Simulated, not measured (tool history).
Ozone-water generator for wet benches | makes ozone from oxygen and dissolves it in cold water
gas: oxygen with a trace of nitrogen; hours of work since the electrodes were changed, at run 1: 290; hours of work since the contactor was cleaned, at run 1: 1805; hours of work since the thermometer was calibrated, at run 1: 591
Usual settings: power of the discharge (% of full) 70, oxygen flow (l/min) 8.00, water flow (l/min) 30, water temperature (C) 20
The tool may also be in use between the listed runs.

run,day,power of the discharge (% of full),oxygen flow (l/min),water flow (l/min),water temperature (C),hours of work since the electrodes were changed,hours of work since the contactor was cleaned,hours of work since the thermometer was calibrated,dissolved ozone (ppm),ozone in the gas ahead of the water (g/m3)
1,0.000,70,8.00,30,20,290,1805,591,18.8,205.8
2,2.846,70,8.00,30,20,343,1858,644,18.7,204.3
3,6.375,70,8.00,30,20,409,1924,710,18.8,205.3
4,8.446,70,8.00,30,20,448,1963,749,18.6,204.9
5,11.133,70,8.00,30,20,498,2013,799,18.7,204.5
6,12.983,70,8.00,30,20,533,2048,834,18.5,203.9
7,16.279,70,8.00,30,20,595,2110,896,18.8,205.0
8,18.554,70,4.69,30,20,637,2152,938,18.8,285.0
9,22.033,70,4.69,30,20,702,2217,1004,18.9,289.2
# day 22.546: contactor cleaned
10,26.112,70,8.00,30,20,776,67,1077,18.2,203.7
11,27.850,70,8.00,21,20,808,99,1109,23.7,203.2
12,30.117,70,8.00,21,20,851,142,1152,23.7,202.7
13,31.925,70,8.00,21,20,884,176,1186,23.7,202.4
14,33.596,70,8.00,30,20,916,207,1217,18.1,202.0
15,35.433,48,4.74,18,26,950,241,1251,18.9,204.5
16,38.342,64,11.91,29,14,1005,296,1306,17.7,144.6
17,41.088,61,7.04,40,20,1056,347,1357,12.5,193.9
18,44.050,61,7.04,40,20,1111,403,1413,12.3,194.6
# day 45.358: contactor cleaned, once more
19,46.321,67,7.04,29,12,1151,18,1452,21.3,211.1
20,48.254,70,8.00,47,18,1187,54,1488,13.1,201.5
21,50.546,54,12.91,30,20,1230,97,1531,13.6,117.1
22,54.354,52,8.00,30,20,1301,168,1602,14.5,156.5
23,58.338,52,8.00,30,20,1376,243,1677,14.3,152.8
24,62.329,52,8.00,30,20,1450,318,1752,14.6,152.6
25,64.888,52,8.00,31,20,1498,366,1799,13.7,156.3
26,67.321,70,8.00,23,20,1544,411,1845,22.8,200.1
27,69.746,63,8.20,30,28,1589,456,1890,14.9,181.5

Forecast each of these 3 alternatives for the next run:
A,72.275,70,8.00,36,20,1637,504,1938,?,?
B,72.275,63,4.40,30,17,1637,504,1938,?,?
C,72.275,63,13.76,30,23,1637,504,1938,?,?

run,dissolved ozone (ppm),ozone in the gas ahead of the water (g/m3)
A,16.0,200.4
B,17.9,269.2
C,14.5,129.3
Without the tool's hidden state the same runs would have given:
run,dissolved ozone (ppm),ozone in the gas ahead of the water (g/m3)
A,16.5,205.5
B,18.5,275.3
C,14.9,132.3
